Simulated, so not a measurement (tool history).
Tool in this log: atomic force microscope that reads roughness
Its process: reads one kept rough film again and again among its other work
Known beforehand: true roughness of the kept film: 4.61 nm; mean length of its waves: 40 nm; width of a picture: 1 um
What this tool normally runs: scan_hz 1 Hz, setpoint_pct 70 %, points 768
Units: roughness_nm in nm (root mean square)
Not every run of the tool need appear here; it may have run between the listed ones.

run    hour  scan_hz  setpoint_pct  points  roughness_nm
  1       0        1            70     768         2.987
       22.4  -- new tip fitted
  2      70        1            70     768         3.546
  3     135        1            70     768         3.094
  4   179.4     1.13            70     768         2.817
        192  -- new tip fitted
  5   260.2        1            70     768         3.361
  6   295.7        1            70     768         3.109
      355.4  -- new tip fitted
  7   370.8     0.61            70     768         3.858
  8   444.7     0.72            70     768          3.29
  9   509.4     0.72            70     768         2.887
      520.5  -- new tip fitted
 10   554.2     0.72            70     768         3.688
 11   629.1        1            70     768         3.106
      685.2  -- new tip fitted
 12   685.2        1            70     287         3.894
 13   745.9        1            70     768         3.484
 14   822.5     0.62            70     768         3.007
      855.5  -- new tip fitted
 15   875.7     0.62            70     768         3.843
 16     936     1.21            70     768         3.302
 17  1009.9     1.21            70     768         2.864
     1022.3  -- new tip fitted
 18  1058.8     1.21            70     768         3.646
 19  1094.4     1.21            70     768         3.347
 20  1173.3     1.06            61     654         2.912
     1190.1  -- new tip fitted
 21  1251.3        1            71     785         3.422
 22  1328.4     0.52            87     332         2.905
     1357.1  -- new tip fitted
 23  1392.4     0.52            87     332         3.631
 24  1453.3     0.52            87     332          3.15
 25  1488.5     2.44            72     337         2.841
     1522.7  -- new tip fitted
 26  1532.3     2.44            72     337         3.653
 27  1580.8     1.94            70     768         3.331

Run 28, settings as shown, results not yet in. Your forecast:
 28  1617     2.83            66     564             ?

Run 28 produced roughness_nm 3.07 nm (root mean square).
Take away the tool's hidden state, keep the run-to-run variation as it was, and the same run would have given roughness_nm 3.841 nm (root mean square).

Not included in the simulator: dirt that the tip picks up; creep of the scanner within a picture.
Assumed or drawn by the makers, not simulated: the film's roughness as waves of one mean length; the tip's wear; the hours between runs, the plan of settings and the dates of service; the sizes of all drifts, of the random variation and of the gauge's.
